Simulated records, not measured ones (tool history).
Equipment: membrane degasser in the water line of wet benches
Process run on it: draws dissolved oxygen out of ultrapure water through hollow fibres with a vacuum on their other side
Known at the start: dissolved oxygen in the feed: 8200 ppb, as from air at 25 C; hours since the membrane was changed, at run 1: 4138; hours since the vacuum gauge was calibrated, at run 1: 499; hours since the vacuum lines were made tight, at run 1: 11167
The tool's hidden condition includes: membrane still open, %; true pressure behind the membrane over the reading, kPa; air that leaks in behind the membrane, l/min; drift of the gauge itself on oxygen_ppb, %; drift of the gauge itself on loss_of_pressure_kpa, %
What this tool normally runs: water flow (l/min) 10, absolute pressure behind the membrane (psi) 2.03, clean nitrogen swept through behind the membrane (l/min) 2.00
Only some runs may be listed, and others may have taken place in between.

run,day,water flow (l/min),absolute pressure behind the membrane (psi),clean nitrogen swept through behind the membrane (l/min),hours since the membrane was changed,hours since the vacuum gauge was calibrated,hours since the vacuum lines were made tight,dissolved oxygen in the water behind the degasser (ppb),pressure that the water loses in the fibres (psi)
1,0.000,10,2.03,2.00,4138,499,11167,150.3,4.112
2,8.417,10,2.03,2.00,4340,701,11369,149.5,4.155
3,14.400,10,2.03,2.00,4483,845,11513,150.8,4.123
4,24.154,10,1.49,2.00,4717,1079,11747,104.3,4.126
5,32.129,10,1.49,2.00,4909,1270,11938,106.0,4.115
6,41.233,10,2.03,4.93,5127,1489,12157,72.4,4.123
7,52.696,10,2.03,1.92,5402,1764,12432,156.8,4.119
8,63.150,10,2.03,2.00,5653,2015,12683,151.2,4.136
9,71.133,10,2.03,2.00,5845,2206,12874,152.3,4.196
10,83.183,8,2.78,2.00,6134,2496,13163,169.0,3.366
11,88.504,9,4.80,1.15,6262,2623,13291,559.7,3.735
12,97.804,9,4.80,5.29,6485,2847,13514,141.8,3.735
13,107.671,12,2.45,1.40,6722,3083,13751,319.1,5.023
14,114.508,12,2.45,1.40,6886,3247,13915,323.0,4.983
15,123.071,12,2.45,1.40,7091,3453,14121,326.0,5.033
# day 133.817: seals of the vacuum lines changed
16,134.054,15,3.70,1.44,7353,3715,6,618.6,6.287
17,146.350,10,2.03,0.90,7648,4010,301,292.3,4.235
18,154.233,10,2.03,0.90,7837,4199,490,292.6,4.228

A few steps of dissolved oxygen in the water behind the degasser (ppb) between consecutive runs. Split each: what settings, incoming material and random variation would produce without the hidden state, and what is left over for the hidden state, along with gauge scatter present in only one of the two compared results (measured, and without hidden state):
Run 11 -> 12: clean nitrogen swept through behind the membrane (l/min) 1.15 -> 5.29. dissolved oxygen in the water behind the degasser (ppb) -417.9: hidden state -16.8, all else -401.1.
